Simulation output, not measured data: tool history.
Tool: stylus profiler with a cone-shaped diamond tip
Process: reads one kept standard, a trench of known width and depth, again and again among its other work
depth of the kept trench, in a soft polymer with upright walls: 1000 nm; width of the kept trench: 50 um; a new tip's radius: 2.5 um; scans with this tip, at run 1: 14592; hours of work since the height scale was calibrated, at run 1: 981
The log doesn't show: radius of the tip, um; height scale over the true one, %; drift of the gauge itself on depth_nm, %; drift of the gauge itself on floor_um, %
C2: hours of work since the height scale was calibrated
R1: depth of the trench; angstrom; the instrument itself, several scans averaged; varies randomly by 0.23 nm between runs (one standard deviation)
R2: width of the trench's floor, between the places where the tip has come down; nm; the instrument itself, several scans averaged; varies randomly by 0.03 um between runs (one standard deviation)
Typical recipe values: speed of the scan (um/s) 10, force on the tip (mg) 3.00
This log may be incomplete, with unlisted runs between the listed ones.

run 1 hour=0.0 | speed_of_the_scan_(um/s)=10 force_on_the_tip_(mg)=3.00 | scans_with_this_tip=14592 C2=981 | R1=10110.2 R2=45910
run 2 hour=23.8 | speed_of_the_scan_(um/s)=10 force_on_the_tip_(mg)=3.00 | scans_with_this_tip=14842 C2=998 | R1=10104.6 R2=45940
run 3 hour=46.5 | speed_of_the_scan_(um/s)=10 force_on_the_tip_(mg)=3.00 | scans_with_this_tip=15080 C2=1014 | R1=10108.0 R2=45960
run 4 hour=78.7 | speed_of_the_scan_(um/s)=10 force_on_the_tip_(mg)=3.00 | scans_with_this_tip=15418 C2=1036 | R1=10105.5 R2=45910
run 5 hour=112.2 | speed_of_the_scan_(um/s)=12 force_on_the_tip_(mg)=3.00 | scans_with_this_tip=15770 C2=1060 | R1=10112.7 R2=45970
run 6 hour=131.5 | speed_of_the_scan_(um/s)=12 force_on_the_tip_(mg)=3.00 | scans_with_this_tip=15973 C2=1074 | R1=10110.3 R2=45910
run 7 hour=155.6 | speed_of_the_scan_(um/s)=4 force_on_the_tip_(mg)=3.00 | scans_with_this_tip=16226 C2=1091 | R1=10110.1 R2=45930
run 8 hour=188.6 | speed_of_the_scan_(um/s)=4 force_on_the_tip_(mg)=3.00 | scans_with_this_tip=16572 C2=1114 | R1=10107.6 R2=45960
run 9 hour=209.0 | speed_of_the_scan_(um/s)=32 force_on_the_tip_(mg)=3.00 | scans_with_this_tip=16786 C2=1128 | R1=10111.2 R2=45790
run 10 hour=234.7 | speed_of_the_scan_(um/s)=8 force_on_the_tip_(mg)=3.00 | scans_with_this_tip=17056 C2=1146 | R1=10113.5 R2=45980
run 11 hour=253.2 | speed_of_the_scan_(um/s)=8 force_on_the_tip_(mg)=3.00 | scans_with_this_tip=17250 C2=1159 | R1=10111.1 R2=45950
run 12 hour=280.2 | speed_of_the_scan_(um/s)=8 force_on_the_tip_(mg)=3.00 | scans_with_this_tip=17534 C2=1179 | R1=10106.3 R2=45930
run 13 hour=303.8 | speed_of_the_scan_(um/s)=8 force_on_the_tip_(mg)=3.00 | scans_with_this_tip=17782 C2=1195 | R1=10113.8 R2=45940
run 14 hour=329.3 | speed_of_the_scan_(um/s)=10 force_on_the_tip_(mg)=2.62 | scans_with_this_tip=18050 C2=1213 | R1=10099.2 R2=45900
run 15 hour=344.3 | speed_of_the_scan_(um/s)=28 force_on_the_tip_(mg)=2.62 | scans_with_this_tip=18207 C2=1224 | R1=10099.5 R2=45800
run 16 hour=367.4 | speed_of_the_scan_(um/s)=3 force_on_the_tip_(mg)=1.68 | scans_with_this_tip=18450 C2=1240 | R1=10074.2 R2=45940
run 17 hour=386.8 | speed_of_the_scan_(um/s)=2 force_on_the_tip_(mg)=1.93 | scans_with_this_tip=18653 C2=1254 | R1=10078.8 R2=45960
run 18 hour=401.1 | speed_of_the_scan_(um/s)=4 force_on_the_tip_(mg)=8.46 | scans_with_this_tip=18804 C2=1264 | R1=10220.5 R2=45940
run 19 hour=415.3 | speed_of_the_scan_(um/s)=12 force_on_the_tip_(mg)=3.14 | scans_with_this_tip=18952 C2=1274 | R1=10114.7 R2=45910
run 20 hour=447.4 | speed_of_the_scan_(um/s)=29 force_on_the_tip_(mg)=3.00 | scans_with_this_tip=19290 C2=1297 | R1=10111.0 R2=45810
run 21 hour=468.7 | speed_of_the_scan_(um/s)=25 force_on_the_tip_(mg)=4.43 | scans_with_this_tip=19514 C2=1312 | R1=10141.0 R2=45860
run 22 hour=495.3 | speed_of_the_scan_(um/s)=2 force_on_the_tip_(mg)=3.75 | scans_with_this_tip=19793 C2=1330 | R1=10124.9 R2=45950
run 23 hour=526.3 | speed_of_the_scan_(um/s)=2 force_on_the_tip_(mg)=4.13 | scans_with_this_tip=20118 C2=1352 | R1=10136.5 R2=46000
run 24 hour=555.6 | speed_of_the_scan_(um/s)=2 force_on_the_tip_(mg)=4.13 | scans_with_this_tip=20426 C2=1373 | R1=10133.6 R2=45910
run 25 hour=577.5 | speed_of_the_scan_(um/s)=38 force_on_the_tip_(mg)=2.09 | scans_with_this_tip=20656 C2=1388 | R1=10084.9 R2=45700
run 26 hour=595.4 | speed_of_the_scan_(um/s)=4 force_on_the_tip_(mg)=4.34 | scans_with_this_tip=20844 C2=1401 | R1=10143.7 R2=45920
run 27 hour=614.1 | speed_of_the_scan_(um/s)=4 force_on_the_tip_(mg)=4.34 | scans_with_this_tip=21041 C2=1414 | R1=10138.4 R2=45980
run 28 hour=632.5 | speed_of_the_scan_(um/s)=4 force_on_the_tip_(mg)=4.34 | scans_with_this_tip=21234 C2=1427 | R1=10137.5 R2=45900
run 29 hour=656.3 | speed_of_the_scan_(um/s)=20 force_on_the_tip_(mg)=2.69 | scans_with_this_tip=21483 C2=1444 | R1=10102.0 R2=45900

Hidden state or all else? Some run-to-run changes of R2, split into what the settings, what came in and random variation would give without the hidden state, and what is left for the hidden state (with any gauge scatter that isn't in both results):
Run 1 -> 2: no setting changed, nothing entered. R2 +30 nm: hidden state +10, all else +20.
Run 2 -> 3: no setting changed, nothing entered. R2 +20 nm: hidden state -10, all else +30.
Run 24 -> 25: speed of the scan (um/s) 2 -> 38, force on the tip (mg) 4.13 -> 2.09. R2 -210 nm: hidden state -10, all else -200.
Run 25 -> 26: speed of the scan (um/s) 38 -> 4, force on the tip (mg) 2.09 -> 4.34. R2 +220 nm: hidden state +0, all else +220.

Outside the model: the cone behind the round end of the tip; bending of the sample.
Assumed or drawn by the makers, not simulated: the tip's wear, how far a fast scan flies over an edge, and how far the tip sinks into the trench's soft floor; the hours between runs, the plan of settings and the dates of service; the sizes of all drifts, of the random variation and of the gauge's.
